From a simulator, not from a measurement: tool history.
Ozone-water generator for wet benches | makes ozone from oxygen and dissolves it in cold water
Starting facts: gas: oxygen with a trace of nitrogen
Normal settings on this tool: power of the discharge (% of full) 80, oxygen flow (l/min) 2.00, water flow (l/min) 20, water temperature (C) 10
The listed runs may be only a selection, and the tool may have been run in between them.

run	day	power of the discharge (% of full)	oxygen flow (l/min)	water flow (l/min)	water temperature (C)	dissolved ozone (ppm)	ozone in the gas ahead of the water (g/m3)
1	0.000	80	2.00	20	10	15.8	238.0
2	1.629	80	2.00	20	10	15.9	236.3
3	2.946	80	2.00	26	10	12.2	236.8
4	3.792	80	2.00	26	10	12.4	237.5
5	4.804	80	2.00	26	10	12.3	236.5
6	5.767	80	2.00	26	10	12.2	234.8
7	6.996	80	2.00	20	10	15.8	236.0
8	8.546	80	2.00	20	10	15.9	234.4
9	9.617	80	2.00	20	10	15.7	234.9
10	10.800	80	2.00	20	10	16.1	237.5
11	11.704	70	1.57	13	10	20.0	248.0

Predict the results of run 12:
12	13.121	70	1.57	13	10	?	?

Run 12 gave dissolved ozone (ppm) 20.3, ozone in the gas ahead of the water (g/m3) 247.1.
If the tool had no hidden condition, the same run with the same run-to-run variation would have returned dissolved ozone (ppm) 20.3, ozone in the gas ahead of the water (g/m3) 247.2.

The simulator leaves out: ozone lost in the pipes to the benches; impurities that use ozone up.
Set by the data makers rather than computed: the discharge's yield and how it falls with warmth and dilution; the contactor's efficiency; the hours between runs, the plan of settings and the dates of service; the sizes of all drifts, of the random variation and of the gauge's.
